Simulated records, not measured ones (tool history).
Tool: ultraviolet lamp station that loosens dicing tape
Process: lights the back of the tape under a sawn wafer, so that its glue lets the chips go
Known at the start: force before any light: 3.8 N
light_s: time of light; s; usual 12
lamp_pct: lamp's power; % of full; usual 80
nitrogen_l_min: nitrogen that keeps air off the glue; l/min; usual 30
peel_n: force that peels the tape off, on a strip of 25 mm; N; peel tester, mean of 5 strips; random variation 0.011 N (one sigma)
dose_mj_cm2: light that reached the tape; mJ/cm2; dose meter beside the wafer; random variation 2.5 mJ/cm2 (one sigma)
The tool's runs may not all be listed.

Run 1, hour 0.0: usual settings. Result: peel_n 0.456 N, dose_mj_cm2 287 mJ/cm2.
Run 2, hour 29.2: usual settings but lamp_pct 92 % of full. Result: peel_n 0.354 N, dose_mj_cm2 323 mJ/cm2.
Run 3, hour 65.3: usual settings but lamp_pct 92 % of full. Result: peel_n 0.343 N, dose_mj_cm2 335 mJ/cm2.
Run 4, hour 99.6: usual settings but lamp_pct 92 % of full. Result: peel_n 0.356 N, dose_mj_cm2 326 mJ/cm2.
Run 5, hour 130.6: usual settings. Result: peel_n 0.466 N, dose_mj_cm2 281 mJ/cm2.
Run 6, hour 163.8: usual settings. Result: peel_n 0.450 N, dose_mj_cm2 287 mJ/cm2.
Run 7, hour 191.5: usual settings. Result: peel_n 0.460 N, dose_mj_cm2 281 mJ/cm2.
Run 8, hour 221.5: usual settings. Result: peel_n 0.468 N, dose_mj_cm2 284 mJ/cm2.
Run 9, hour 277.4: usual settings. Result: peel_n 0.465 N, dose_mj_cm2 286 mJ/cm2.
Run 10, hour 328.2: usual settings. Result: peel_n 0.471 N, dose_mj_cm2 279 mJ/cm2.
Run 11, hour 382.1: usual settings but lamp_pct 83 % of full. Result: peel_n 0.435 N, dose_mj_cm2 293 mJ/cm2.
Run 12, hour 427.4: usual settings but lamp_pct 83 % of full, nitrogen_l_min 20 l/min. Result: peel_n 0.570 N, dose_mj_cm2 292 mJ/cm2.
Run 13, hour 475.4: usual settings but light_s 16 s, lamp_pct 83 % of full, nitrogen_l_min 20 l/min. Result: peel_n 0.335 N, dose_mj_cm2 396 mJ/cm2.
Run 14, hour 502.8: usual settings but light_s 16 s, lamp_pct 83 % of full, nitrogen_l_min 20 l/min. Result: peel_n 0.325 N, dose_mj_cm2 393 mJ/cm2.
Run 15, hour 539.6: usual settings but light_s 16 s, lamp_pct 83 % of full, nitrogen_l_min 20 l/min. Result: peel_n 0.339 N, dose_mj_cm2 396 mJ/cm2.
Run 16, hour 575.3: usual settings but light_s 16 s, lamp_pct 83 % of full, nitrogen_l_min 20 l/min. Result: peel_n 0.322 N, dose_mj_cm2 393 mJ/cm2.
At hour 628.9: window cleaned of glue's vapour.
Run 17, hour 629.1: usual settings but light_s 16 s, lamp_pct 83 % of full, nitrogen_l_min 20 l/min. Result: peel_n 0.348 N, dose_mj_cm2 390 mJ/cm2.
At hour 644.5: lamp changed.
Run 18, hour 662.3: usual settings. Result: peel_n 0.459 N, dose_mj_cm2 283 mJ/cm2.
Run 19, hour 719.0: usual settings. Result: peel_n 0.455 N, dose_mj_cm2 286 mJ/cm2.
Run 20, hour 772.2: usual settings. Result: peel_n 0.475 N, dose_mj_cm2 285 mJ/cm2.
Run 21, hour 822.2: usual settings. Result: peel_n 0.464 N, dose_mj_cm2 286 mJ/cm2.
Run 22, hour 865.8: usual settings. Result: peel_n 0.474 N, dose_mj_cm2 284 mJ/cm2.
Run 23, hour 923.8: usual settings but lamp_pct 91 % of full, nitrogen_l_min 12 l/min. Result: peel_n 0.713 N, dose_mj_cm2 323 mJ/cm2.
Run 24, hour 949.9: usual settings but light_s 17 s, lamp_pct 91 % of full, nitrogen_l_min 11 l/min. Result: peel_n 0.417 N, dose_mj_cm2 454 mJ/cm2.
Run 25, hour 978.6: usual settings but light_s 22 s, lamp_pct 73 % of full, nitrogen_l_min 12 l/min. Result: peel_n 0.336 N, dose_mj_cm2 475 mJ/cm2.
Run 26, hour 1025.8: usual settings but light_s 22 s, lamp_pct 73 % of full, nitrogen_l_min 12 l/min. Result: peel_n 0.352 N, dose_mj_cm2 472 mJ/cm2.
Run 27, hour 1063.1: usual settings but light_s 6 s, lamp_pct 97 % of full, nitrogen_l_min 17 l/min. Result: peel_n 1.286 N, dose_mj_cm2 171 mJ/cm2.
Run 28, hour 1107.9: usual settings but light_s 14 s, lamp_pct 77 % of full, nitrogen_l_min 33 l/min. Result: peel_n 0.334 N, dose_mj_cm2 321 mJ/cm2.
Run 29, hour 1163.0: usual settings but light_s 6 s, lamp_pct 78 % of full, nitrogen_l_min 15 l/min. Result: peel_n 1.714 N, dose_mj_cm2 138 mJ/cm2.
Run 30, hour 1207.8: usual settings but light_s 8 s, lamp_pct 93 % of full, nitrogen_l_min 22 l/min. Result: peel_n 0.858 N, dose_mj_cm2 220 mJ/cm2.
At hour 1259.2: window cleaned of glue's vapour.
Run 31, hour 1268.9: usual settings but light_s 8 s, lamp_pct 93 % of full, nitrogen_l_min 22 l/min. Result: peel_n 0.881 N, dose_mj_cm2 224 mJ/cm2.
Run 32, hour 1295.3: usual settings but light_s 15 s, lamp_pct 90 % of full, nitrogen_l_min 28 l/min. Result: peel_n 0.224 N, dose_mj_cm2 403 mJ/cm2.
Run 33, hour 1322.4: usual settings but light_s 15 s, lamp_pct 90 % of full, nitrogen_l_min 28 l/min. Result: peel_n 0.243 N, dose_mj_cm2 395 mJ/cm2.
Run 34, hour 1352.3: usual settings but light_s 7 s, lamp_pct 90 % of full, nitrogen_l_min 42 l/min. Result: peel_n 0.774 N, dose_mj_cm2 186 mJ/cm2.
Run 35, hour 1406.2: usual settings but light_s 15 s, lamp_pct 90 % of full, nitrogen_l_min 10 l/min. Result: peel_n 0.562 N, dose_mj_cm2 399 mJ/cm2.
Run 36, hour 1444.1: usual settings but light_s 21 s, lamp_pct 90 % of full, nitrogen_l_min 10 l/min. Result: peel_n 0.291 N, dose_mj_cm2 558 mJ/cm2.
Run 37, hour 1493.4: usual settings but nitrogen_l_min 53 l/min. Result: peel_n 0.313 N, dose_mj_cm2 286 mJ/cm2.
Run 38, hour 1550.9: usual settings but light_s 6 s, lamp_pct 61 % of full, nitrogen_l_min 20 l/min. Result: peel_n 1.935 N, dose_mj_cm2 107 mJ/cm2.
Run 39, hour 1610.8: usual settings but light_s 6 s, lamp_pct 64 % of full, nitrogen_l_min 14 l/min. Result: peel_n 2.033 N, dose_mj_cm2 112 mJ/cm2.
Run 40, hour 1646.9: usual settings but light_s 6 s, lamp_pct 62 % of full, nitrogen_l_min 13 l/min. Result: peel_n 2.150 N, dose_mj_cm2 109 mJ/cm2.
Run 41, hour 1702.9: usual settings but light_s 19 s, lamp_pct 83 % of full, nitrogen_l_min 39 l/min. Result: peel_n 0.129 N, dose_mj_cm2 466 mJ/cm2.

Forecast each of these 4 alternatives for the next run:
Run A, hour 1728.0: usual settings but light_s 8 s. Result: peel_n ?, dose_mj_cm2 ?.
Run B, hour 1728.0: usual settings but light_s 7 s, lamp_pct 82 % of full, nitrogen_l_min 39 l/min. Result: peel_n ?, dose_mj_cm2 ?.
Run C, hour 1728.0: usual settings but light_s 20 s, lamp_pct 73 % of full, nitrogen_l_min 11 l/min. Result: peel_n ?, dose_mj_cm2 ?.
Run D, hour 1728.0: usual settings but light_s 7 s, lamp_pct 92 % of full, nitrogen_l_min 48 l/min. Result: peel_n ?, dose_mj_cm2 ?.

run  peel_n  dose_mj_cm2
  A   0.923          186
  B   0.945          171
  C   0.449          433
  D   0.744          188
Without the tool's hidden state the same runs would have given:
run  peel_n  dose_mj_cm2
  A   0.918          187
  B   0.940          172
  C   0.446          435
  D   0.740          189
